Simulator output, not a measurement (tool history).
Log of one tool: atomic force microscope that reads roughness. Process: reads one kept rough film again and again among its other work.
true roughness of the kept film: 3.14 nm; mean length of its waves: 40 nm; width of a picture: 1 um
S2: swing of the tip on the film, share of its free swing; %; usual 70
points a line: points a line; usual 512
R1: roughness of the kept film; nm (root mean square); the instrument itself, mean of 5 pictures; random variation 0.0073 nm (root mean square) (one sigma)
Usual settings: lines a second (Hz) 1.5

{"run": 1, "hour": 0.0, "lines a second (Hz)": 1.5, "S2": 70, "points a line": 512, "R1": 2.698}
{"run": 2, "hour": 5.7, "lines a second (Hz)": 1.5, "S2": 70, "points a line": 596, "R1": 2.705}
{"run": 3, "hour": 11.1, "lines a second (Hz)": 1.25, "S2": 70, "points a line": 596, "R1": 2.742}
{"run": 4, "hour": 18.5, "lines a second (Hz)": 1.5, "S2": 70, "points a line": 512, "R1": 2.701}
{"run": 5, "hour": 25.5, "lines a second (Hz)": 1.5, "S2": 70, "points a line": 512, "R1": 2.704}
{"run": 6, "hour": 33.3, "lines a second (Hz)": 1.5, "S2": 77, "points a line": 512, "R1": 2.585}
{"run": 7, "hour": 39.6, "lines a second (Hz)": 1.5, "S2": 77, "points a line": 512, "R1": 2.593}
{"run": 8, "hour": 48.0, "lines a second (Hz)": 1.5, "S2": 77, "points a line": 512, "R1": 2.594}
{"run": 9, "hour": 54.8, "lines a second (Hz)": 1.5, "S2": 77, "points a line": 512, "R1": 2.609}
{"run": 10, "hour": 65.3, "lines a second (Hz)": 1.5, "S2": 77, "points a line": 512, "R1": 2.59}
{"run": 11, "hour": 76.6, "lines a second (Hz)": 1.5, "S2": 77, "points a line": 512, "R1": 2.595}
{"run": 12, "hour": 85.9, "lines a second (Hz)": 1.5, "S2": 70, "points a line": 278, "R1": 2.698}
{"run": 13, "hour": 91.5, "lines a second (Hz)": 1.5, "S2": 70, "points a line": 512, "R1": 2.703}
{"hour": 93.0, "done": "new tip fitted"}
{"run": 14, "hour": 103.5, "lines a second (Hz)": 1.5, "S2": 70, "points a line": 512, "R1": 2.695}
{"run": 15, "hour": 109.7, "lines a second (Hz)": 1.5, "S2": 70, "points a line": 512, "R1": 2.708}
{"run": 16, "hour": 116.7, "lines a second (Hz)": 1.5, "S2": 70, "points a line": 512, "R1": 2.704}
{"run": 17, "hour": 123.8, "lines a second (Hz)": 1.5, "S2": 70, "points a line": 512, "R1": 2.698}
{"run": 18, "hour": 129.4, "lines a second (Hz)": 1.5, "S2": 70, "points a line": 512, "R1": 2.715}
{"run": 19, "hour": 136.8, "lines a second (Hz)": 1.5, "S2": 70, "points a line": 512, "R1": 2.705}
{"run": 20, "hour": 143.4, "lines a second (Hz)": 1.5, "S2": 70, "points a line": 512, "R1": 2.695}
{"run": 21, "hour": 152.5, "lines a second (Hz)": 3.78, "S2": 84, "points a line": 512, "R1": 1.964}
{"run": 22, "hour": 157.4, "lines a second (Hz)": 3.78, "S2": 84, "points a line": 512, "R1": 1.96}
{"run": 23, "hour": 168.7, "lines a second (Hz)": 0.56, "S2": 71, "points a line": 512, "R1": 2.855}
{"run": 24, "hour": 178.1, "lines a second (Hz)": 0.56, "S2": 71, "points a line": 512, "R1": 2.851}
{"run": 25, "hour": 183.5, "lines a second (Hz)": 1.5, "S2": 70, "points a line": 337, "R1": 2.699}
{"run": 26, "hour": 188.6, "lines a second (Hz)": 0.84, "S2": 70, "points a line": 716, "R1": 2.813}
{"run": 27, "hour": 197.4, "lines a second (Hz)": 0.84, "S2": 70, "points a line": 716, "R1": 2.81}
{"run": 28, "hour": 205.0, "lines a second (Hz)": 0.84, "S2": 78, "points a line": 323, "R1": 2.723}
{"hour": 214.4, "done": "new tip fitted"}
{"run": 29, "hour": 216.7, "lines a second (Hz)": 1.5, "S2": 88, "points a line": 848, "R1": 2.384}
{"run": 30, "hour": 225.4, "lines a second (Hz)": 0.6, "S2": 59, "points a line": 848, "R1": 2.926}
{"run": 31, "hour": 237.1, "lines a second (Hz)": 1.42, "S2": 70, "points a line": 580, "R1": 2.717}
{"run": 32, "hour": 244.9, "lines a second (Hz)": 1.42, "S2": 62, "points a line": 378, "R1": 2.808}
{"run": 33, "hour": 253.4, "lines a second (Hz)": 0.89, "S2": 77, "points a line": 378, "R1": 2.713}
{"run": 34, "hour": 264.9, "lines a second (Hz)": 2.36, "S2": 81, "points a line": 444, "R1": 2.322}
{"run": 35, "hour": 270.3, "lines a second (Hz)": 3.82, "S2": 81, "points a line": 660, "R1": 2.058}
{"run": 36, "hour": 281.1, "lines a second (Hz)": 3.82, "S2": 81, "points a line": 660, "R1": 2.056}
{"run": 37, "hour": 291.5, "lines a second (Hz)": 2.62, "S2": 70, "points a line": 512, "R1": 2.53}

3 ways to go on from here, each from the tool as it stands after run 37. What would each give?
{"run": "A", "hour": 298.0, "lines a second (Hz)": 1.33, "S2": 57, "points a line": 581, "R1": "?"}
{"run": "B", "hour": 298.0, "lines a second (Hz)": 2.62, "S2": 88, "points a line": 512, "R1": "?"}
{"run": "C", "hour": 298.0, "lines a second (Hz)": 1.75, "S2": 74, "points a line": 512, "R1": "?"}

run=A R1=2.864
run=B R1=2.08
run=C R1=2.607
Without the tool's hidden state the same runs would have given:
run=A R1=2.868
run=B R1=2.083
run=C R1=2.611
